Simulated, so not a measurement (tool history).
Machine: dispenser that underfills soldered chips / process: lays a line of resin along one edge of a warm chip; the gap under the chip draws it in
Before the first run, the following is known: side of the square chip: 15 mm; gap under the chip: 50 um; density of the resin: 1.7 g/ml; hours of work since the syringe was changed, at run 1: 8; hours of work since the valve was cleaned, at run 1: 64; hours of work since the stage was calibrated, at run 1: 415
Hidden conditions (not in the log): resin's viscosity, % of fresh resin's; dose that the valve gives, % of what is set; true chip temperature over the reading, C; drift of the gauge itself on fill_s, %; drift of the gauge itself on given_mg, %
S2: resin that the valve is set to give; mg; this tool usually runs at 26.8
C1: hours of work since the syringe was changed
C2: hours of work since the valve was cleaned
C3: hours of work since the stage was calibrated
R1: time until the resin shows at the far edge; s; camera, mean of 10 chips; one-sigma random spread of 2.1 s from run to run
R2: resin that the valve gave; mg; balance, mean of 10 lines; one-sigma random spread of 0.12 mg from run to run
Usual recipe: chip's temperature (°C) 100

Run 1, hour 0: usual settings; C1 8; C2 64; C3 415. Result: R1 377.8 s, R2 24.95 mg.
At hour 2.4: new syringe of resin.
Run 2, hour 7.7: usual settings but S2 32.7 mg; C1 4; C2 70; C3 421. Result: R1 284.1 s, R2 30.34 mg.
At hour 16: new syringe of resin.
Run 3, hour 22.5: usual settings but S2 32.7 mg; C1 5; C2 81; C3 432. Result: R1 300.2 s, R2 29.98 mg.
At hour 29.1: new syringe of resin.
At hour 37.3: dispensing valve cleaned and set on the balance.
Run 4, hour 38.5: usual settings but S2 32.7 mg; C1 6; C2 1; C3 444. Result: R1 326.3 s, R2 32.7 mg.
At hour 43.6: new syringe of resin.
Run 5, hour 51.8: usual settings but S2 32.7 mg; C1 6; C2 11; C3 453. Result: R1 328.1 s, R2 32.38 mg.
At hour 57.4: new syringe of resin.
Run 6, hour 68.4: usual settings but S2 32.7 mg; C1 8; C2 23; C3 466. Result: R1 371 s, R2 31.66 mg.
At hour 70.6: new syringe of resin.
Run 7, hour 82.7: usual settings but S2 32.7 mg; C1 9; C2 34; C3 477. Result: R1 393.3 s, R2 31.74 mg.
At hour 84.5: new syringe of resin.
At hour 97.7: new syringe of resin.
Run 8, hour 99.8: usual settings; C1 2; C2 47; C3 489. Result: R1 248.6 s, R2 25.68 mg.
At hour 111: new syringe of resin.
Run 9, hour 115.1: usual settings; C1 3; C2 58; C3 501. Result: R1 273.5 s, R2 25.24 mg.
At hour 124.3: new syringe of resin.
Run 10, hour 124.7: usual settings; C1 0; C2 65; C3 508. Result: R1 232.8 s, R2 25.22 mg.
At hour 137.4: new syringe of resin.
Run 11, hour 142.3: usual settings but S2 33.4 mg; C1 4; C2 79; C3 521. Result: R1 267.9 s, R2 31.01 mg.
At hour 151.3: new syringe of resin.
Run 12, hour 152: usual settings but S2 33.4 mg; C1 1; C2 86; C3 528. Result: R1 228.4 s, R2 30.62 mg.
At hour 159.3: dispensing valve cleaned and set on the balance.
At hour 165: new syringe of resin.
Run 13, hour 166.5: usual settings but S2 33.4 mg; C1 1; C2 5; C3 539. Result: R1 239.5 s, R2 33.35 mg.
At hour 177.5: new syringe of resin.
Run 14, hour 178.8: usual settings but S2 27.3 mg; C1 1; C2 15; C3 548. Result: R1 242 s, R2 26.92 mg.
At hour 190.2: new syringe of resin.
Run 15, hour 191.4: usual settings but S2 28.4 mg; C1 1; C2 24; C3 557. Result: R1 245.3 s, R2 27.67 mg.
Run 16, hour 200.9: usual settings; C1 8; C2 31; C3 564. Result: R1 381.1 s, R2 26.06 mg.
At hour 203.7: new syringe of resin.
Run 17, hour 209.7: usual settings; C1 5; C2 38; C3 571. Result: R1 306.5 s, R2 25.76 mg.
At hour 216.5: new syringe of resin.
Run 18, hour 219: usual settings; C1 2; C2 45; C3 578. Result: R1 267.9 s, R2 25.56 mg.
At hour 230: new syringe of resin.
Run 19, hour 234.1: usual settings but S2 32.7 mg; C1 3; C2 56; C3 589. Result: R1 267.2 s, R2 31 mg.
At hour 243.2: new syringe of resin.
Run 20, hour 245.2: usual settings but chip's temperature (°C) 88, S2 25.1 mg; C1 2; C2 64; C3 597. Result: R1 452.8 s, R2 23.51 mg.
Run 21, hour 252.7: usual settings but chip's temperature (°C) 88, S2 25.1 mg; C1 7; C2 70; C3 603. Result: R1 653.4 s, R2 23.52 mg.
At hour 256.4: new syringe of resin.
At hour 268.9: new syringe of resin.
Run 22, hour 268.9: usual settings but chip's temperature (°C) 88, S2 25.1 mg; C1 0; C2 82; C3 615. Result: R1 420.6 s, R2 23.22 mg.
Run 23, hour 276.1: usual settings but chip's temperature (°C) 97; C1 5; C2 87; C3 621. Result: R1 377.5 s, R2 24.49 mg.
At hour 281.1: dispensing valve cleaned and set on the balance.
At hour 282.5: new syringe of resin.
Run 24, hour 293.1: usual settings but chip's temperature (°C) 88, S2 32.9 mg; C1 8; C2 9; C3 633. Result: R1 638.6 s, R2 32.63 mg.
At hour 295.7: new syringe of resin.
Run 25, hour 306.3: usual settings but S2 24 mg; C1 8; C2 19; C3 643. Result: R1 393 s, R2 23.53 mg.
At hour 308.8: new syringe of resin.
Run 26, hour 319.8: usual settings but chip's temperature (°C) 94, S2 29.4 mg; C1 8; C2 29; C3 653. Result: R1 491.4 s, R2 28.66 mg.
At hour 322.7: new syringe of resin.
At hour 336.1: new syringe of resin.
Run 27, hour 337.7: usual settings but S2 27.8 mg; C1 1; C2 42; C3 666. Result: R1 250.7 s, R2 26.54 mg.
Run 28, hour 345.7: usual settings but S2 27.8 mg; C1 7; C2 48; C3 672. Result: R1 367.4 s, R2 26.6 mg.
At hour 349.6: new syringe of resin.
Run 29, hour 357.5: usual settings but chip's temperature (°C) 108, S2 33.3 mg; C1 6; C2 57; C3 681. Result: R1 230.5 s, R2 31.34 mg.
At hour 362.5: new syringe of resin.
Run 30, hour 367.7: usual settings but chip's temperature (°C) 108, S2 23.8 mg; C1 4; C2 65; C3 689. Result: R1 215.9 s, R2 22.23 mg.
At hour 375.2: new syringe of resin.
Run 31, hour 378.2: usual settings but S2 24.3 mg; C1 2; C2 73; C3 696. Result: R1 278.7 s, R2 22.45 mg.
At hour 387.8: new syringe of resin.
Run 32, hour 392.4: usual settings but chip's temperature (°C) 89, S2 24 mg; C1 4; C2 83; C3 707. Result: R1 511.6 s, R2 21.93 mg.
At hour 400.9: new syringe of resin.
At hour 403.4: dispensing valve cleaned and set on the balance.
Run 33, hour 404.3: usual settings but chip's temperature (°C) 89, S2 24 mg; C1 2; C2 1; C3 715. Result: R1 467.7 s, R2 23.98 mg.
At hour 414.9: new syringe of resin.
Run 34, hour 420.2: usual settings but chip's temperature (°C) 89, S2 24 mg; C1 4; C2 13; C3 727. Result: R1 527.7 s, R2 23.48 mg.
At hour 427.9: new syringe of resin.
At hour 435.1: stage's temperature calibrated.
Run 35, hour 438.6: usual settings but chip's temperature (°C) 89, S2 24 mg; C1 7; C2 26; C3 3. Result: R1 584.5 s, R2 23.38 mg.

3 options for the next run, each taken on its own from the tool as it stands now. Forecast them:
At hour 442.7: new syringe of resin.
At hour 455.6: new syringe of resin.
Run A, hour 455.6: usual settings but chip's temperature (°C) 91, S2 28.7 mg; C1 0; C2 38; C3 15. Result: R1 ?, R2 ?.
At hour 442.7: new syringe of resin.
At hour 455.6: new syringe of resin.
Run B, hour 455.6: usual settings but chip's temperature (°C) 112; C1 0; C2 38; C3 15. Result: R1 ?, R2 ?.
At hour 442.7: new syringe of resin.
At hour 455.6: new syringe of resin.
Run C, hour 455.6: usual settings but chip's temperature (°C) 111, S2 23.3 mg; C1 0; C2 38; C3 15. Result: R1 ?, R2 ?.

run     R1     R2
  A  317.2  27.72
  B  128.1  25.66
  C  138.5  22.51
The same runs, with their run-to-run variation unchanged, on a tool lacking any hidden condition would have given:
run     R1     R2
  A  316.5  28.88
  B  127.4  26.74
  C  136.9  23.45
